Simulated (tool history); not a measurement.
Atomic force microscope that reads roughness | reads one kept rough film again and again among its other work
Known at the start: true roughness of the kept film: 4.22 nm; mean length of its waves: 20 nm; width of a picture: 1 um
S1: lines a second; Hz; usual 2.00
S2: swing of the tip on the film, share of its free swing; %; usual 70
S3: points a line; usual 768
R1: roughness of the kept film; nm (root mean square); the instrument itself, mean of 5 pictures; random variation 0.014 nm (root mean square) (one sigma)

run,hour,S1,S2,S3,R1
1,0.0,2.00,70,768,3.295
2,41.9,2.00,70,481,3.297
3,87.4,2.00,66,768,3.339
4,111.9,2.00,66,768,3.358
5,158.4,2.00,66,768,3.372
# hour 193.1: new tip fitted
6,199.9,2.00,66,768,3.335
7,252.4,2.00,66,409,3.292
8,289.9,2.00,66,409,3.285
9,321.8,2.00,66,409,3.328
10,369.3,2.00,66,409,3.274
11,409.6,2.00,66,409,3.295
# hour 452.5: new tip fitted
12,459.3,2.00,83,768,3.155
13,496.5,3.67,83,307,2.858
14,525.4,1.60,83,307,3.150
15,560.6,2.00,57,302,3.319
16,614.6,1.21,64,891,3.408
17,667.9,2.00,72,768,3.250
# hour 709.8: new tip fitted
18,711.8,1.98,70,768,3.309
19,751.5,0.87,86,785,3.290
20,788.1,2.00,78,768,3.248
21,820.3,0.70,56,726,3.439
22,849.6,0.70,56,726,3.454

Forecast each of these 5 alternatives for the next run:
A,871.9,0.70,73,444,?
B,871.9,0.79,67,726,?
C,871.9,0.70,89,726,?
D,871.9,2.00,84,768,?
E,871.9,1.57,56,726,?

run,R1
A,3.370
B,3.421
C,3.318
D,3.158
E,3.421
Without the tool's hidden state the same runs would have given:
run,R1
A,3.377
B,3.428
C,3.324
D,3.164
E,3.428
